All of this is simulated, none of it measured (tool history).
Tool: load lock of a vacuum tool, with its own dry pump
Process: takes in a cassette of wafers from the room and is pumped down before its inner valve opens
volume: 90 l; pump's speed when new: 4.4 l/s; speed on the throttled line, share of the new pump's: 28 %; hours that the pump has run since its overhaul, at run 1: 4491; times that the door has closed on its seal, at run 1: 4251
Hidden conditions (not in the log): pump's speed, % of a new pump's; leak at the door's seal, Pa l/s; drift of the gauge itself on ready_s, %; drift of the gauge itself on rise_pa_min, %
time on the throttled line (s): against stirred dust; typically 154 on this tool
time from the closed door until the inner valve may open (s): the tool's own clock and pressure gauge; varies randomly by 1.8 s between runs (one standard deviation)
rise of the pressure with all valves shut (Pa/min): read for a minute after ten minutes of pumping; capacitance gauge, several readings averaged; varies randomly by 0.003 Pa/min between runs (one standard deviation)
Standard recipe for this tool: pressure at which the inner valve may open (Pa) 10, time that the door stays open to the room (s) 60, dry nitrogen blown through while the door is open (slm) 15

run,hour,time on the throttled line (s),pressure at which the inner valve may open (Pa),time that the door stays open to the room (s),dry nitrogen blown through while the door is open (slm),hours that the pump has run since its overhaul,times that the door has closed on its seal,"incoming humidity of the room's air, %",time from the closed door until the inner valve may open (s),rise of the pressure with all valves shut (Pa/min)
1,0,154,10,60,15,4491,4251,45.6,302.6,0.021
2,287.8,154,12,60,15,4779,4697,42.9,296.7,0.021
3,576,154,10,74,15,5067,5144,43.7,300.5,0.018
4,977.8,154,10,60,30,5468,5767,44.4,299.9,0.011
5,1387.8,154,10,60,30,5879,6402,48.2,299.7,0.009
6,1622.9,166,10,60,30,6114,6766,46.3,313.8,0.016
7,1941.2,166,10,60,30,6432,7259,46.4,308.4,0.018
8,2143.5,136,10,60,15,6634,7573,46.3,287.9,0.022
9,2427.6,136,18,60,15,6918,8013,45,276.2,0.018
10,2772.5,136,18,60,15,7263,8547,43.9,276.8,0.017
11,3021.3,136,18,60,15,7512,8933,44.2,279.5,0.022
12,3428,136,18,60,15,7919,9563,46.1,278.1,0.018
13,3609,136,15,60,15,8100,9844,46.2,279.6,0.021
14,3966.3,157,11,30,13,8457,10397,43.2,302.8,0.014
15,4321.8,154,14,121,6,8813,10948,46.1,297.3,0.046
16,4744.5,154,14,121,6,9235,11603,44.6,294.7,0.048
17,5068.3,154,14,121,6,9559,12105,44.9,295.6,0.04
18,5400.6,83,12,58,15,9891,12620,45.8,246.2,0.022
19,5660.2,83,12,58,15,10151,13022,46.4,246,0.022
20,6028.9,83,12,58,15,10520,13593,44.1,247.4,0.024
21,6372,83,11,58,7,10863,14125,46.1,247.8,0.033
22,6643,83,7,58,7,11134,14545,45.1,260.2,0.027
23,6900.1,167,19,60,4,11391,14943,42.8,298.1,0.033
24,7185.6,167,19,60,4,11676,15386,42.1,296.6,0.034

Each row is a separate what-if for the run after 24, all from the same tool condition, not one after another. Results?
A,7501.5,174,9,224,4,11992,15875,47.6,?,?
B,7501.5,154,10,59,15,11992,15875,46.6,?,?
C,7501.5,116,19,60,4,11992,15875,45.1,?,?

run,time from the closed door until the inner valve may open (s),rise of the pressure with all valves shut (Pa/min)
A,316.5,0.071
B,299.5,0.017
C,260.6,0.035
The same runs, with their run-to-run variation unchanged, on a tool lacking any hidden condition would have given:
run,time from the closed door until the inner valve may open (s),rise of the pressure with all valves shut (Pa/min)
A,316.3,0.071
B,299.2,0.017
C,260.3,0.035
